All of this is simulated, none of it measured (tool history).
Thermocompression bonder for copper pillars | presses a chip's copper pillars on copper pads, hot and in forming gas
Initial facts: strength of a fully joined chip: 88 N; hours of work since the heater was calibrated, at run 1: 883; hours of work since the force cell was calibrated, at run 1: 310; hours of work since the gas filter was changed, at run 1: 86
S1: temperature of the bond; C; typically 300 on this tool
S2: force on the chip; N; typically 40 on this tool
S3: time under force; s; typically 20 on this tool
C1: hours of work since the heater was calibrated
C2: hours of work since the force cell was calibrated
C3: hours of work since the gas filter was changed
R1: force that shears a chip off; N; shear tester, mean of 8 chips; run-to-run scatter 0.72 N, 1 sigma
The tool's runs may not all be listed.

run	hour	S1	S2	S3	C1	C2	C3	R1
1	0.0	300	40	20	883	310	86	53.6
2	17.9	300	40	20	894	321	97	54.5
3	31.7	278	40	20	903	330	106	43.4
4	47.1	278	40	20	913	339	115	43.5
5	63.9	300	40	30	923	350	126	59.8
6	79.5	300	40	30	933	360	136	59.9
7	91.7	300	26	30	941	367	143	44.2
8	109.0	300	26	30	952	378	154	42.5
9	121.5	300	26	30	960	386	162	43.7
10	131.1	297	40	20	966	392	168	52.3
11	144.8	300	40	20	974	401	177	53.1
12	152.6	300	40	20	979	406	182	51.8
13	167.0	300	40	20	988	415	191	51.3
14	180.9	300	40	20	997	424	200	52.0
15	199.0	308	40	33	1008	435	211	62.7
16	213.2	300	40	11	1017	444	220	43.0
17	222.7	323	54	58	1023	450	226	79.8
18	236.9	325	40	28	1032	459	235	66.9
19	250.3	325	40	28	1041	467	243	64.6
20	261.0	300	40	13	1047	474	250	45.4
21	272.3	321	46	20	1054	481	257	64.3
22	285.1	321	46	20	1063	489	265	63.0
23	295.4	284	52	60	1069	496	272	68.8
24	303.2	304	38	20	1074	501	277	50.9
25	311.7	296	40	33	1079	506	282	57.0
26	329.9	296	40	33	1091	517	293	57.0
27	338.0	322	49	20	1096	522	298	67.1
28	345.6	273	49	31	1101	527	303	53.7

Branching from run 28: 3 alternative next runs. What would each branch give?
A	359.2	321	40	21	1109	536	312	?
B	359.2	306	49	21	1109	536	312	?
C	359.2	273	43	31	1109	536	312	?

run	R1
A	59.8
B	60.6
C	46.8
Without the tool's unlogged condition, the same runs would have read:
run	R1
A	67.4
B	68.3
C	53.6

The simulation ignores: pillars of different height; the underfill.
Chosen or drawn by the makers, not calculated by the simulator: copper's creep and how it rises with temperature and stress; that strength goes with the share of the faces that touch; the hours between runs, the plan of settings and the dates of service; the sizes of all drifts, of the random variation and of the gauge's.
